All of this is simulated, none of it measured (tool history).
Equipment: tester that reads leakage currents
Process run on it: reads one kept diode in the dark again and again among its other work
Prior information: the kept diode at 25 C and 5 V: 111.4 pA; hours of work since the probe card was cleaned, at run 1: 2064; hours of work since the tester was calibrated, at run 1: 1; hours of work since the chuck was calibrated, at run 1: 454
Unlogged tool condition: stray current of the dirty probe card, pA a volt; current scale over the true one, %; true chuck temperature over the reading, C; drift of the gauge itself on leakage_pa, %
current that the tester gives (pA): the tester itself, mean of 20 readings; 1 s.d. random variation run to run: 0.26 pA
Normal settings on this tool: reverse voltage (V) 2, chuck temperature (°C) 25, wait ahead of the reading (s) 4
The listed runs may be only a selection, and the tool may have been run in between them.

run	hour	reverse voltage (V)	chuck temperature (°C)	wait ahead of the reading (s)	hours of work since the probe card was cleaned	hours of work since the tester was calibrated	hours of work since the chuck was calibrated	current that the tester gives (pA)
1	0	2	25	4	2064	1	454	84.29
2	37.5	2	25	4	2087	24	476	83.77
3	70	7.66	25	4	2106	43	495	126.06
4	87.8	14.03	25	4	2117	54	506	154.56
5	109.2	14.03	25	4	2129	66	519	154
6	144.6	14.03	25	4	2151	88	540	152.75
7	168.1	14.03	25	4	2165	102	554	153.74
8	205.1	14.03	25	4	2187	124	576	153.22
9	228.4	2	25	4	2201	138	590	84.28
10	268.3	2	53	4	2224	161	614	849.86
11	303.2	2	53	1.77	2245	182	635	847.64
12	344.1	2	38	4	2270	207	659	259.07
13	364.8	2	38	4	2282	219	671	258.94
14	407.4	2	25	4	2307	245	697	84.31
15	434.8	2	25	4	2324	261	713	84.15
16	472.8	2	47	4	2346	284	736	532.84
17	498.8	1.87	25	4	2362	299	751	82.46
18	523.5	1.87	25	4	2377	314	766	82.58
19	563.8	1.87	25	4	2401	338	790	82.52
20	602.2	2	25	0.5	2424	361	813	83.96
21	642.1	2	25	0.5	2448	385	837	84.62
22	680.3	4.02	57	0.32	2470	407	860	1422.93
23	719	4.76	39	0.32	2493	431	883	367.82
24	755	4.76	39	0.32	2515	452	904	366.65

What does the tool deliver on the next run?
25	779.8	15.16	35	3.24	2530	467	919	?

{"run 25": {"current that the tester gives (pA)": 376.34}}
Without the tool's hidden state the same run would have given current that the tester gives (pA) 375.99.
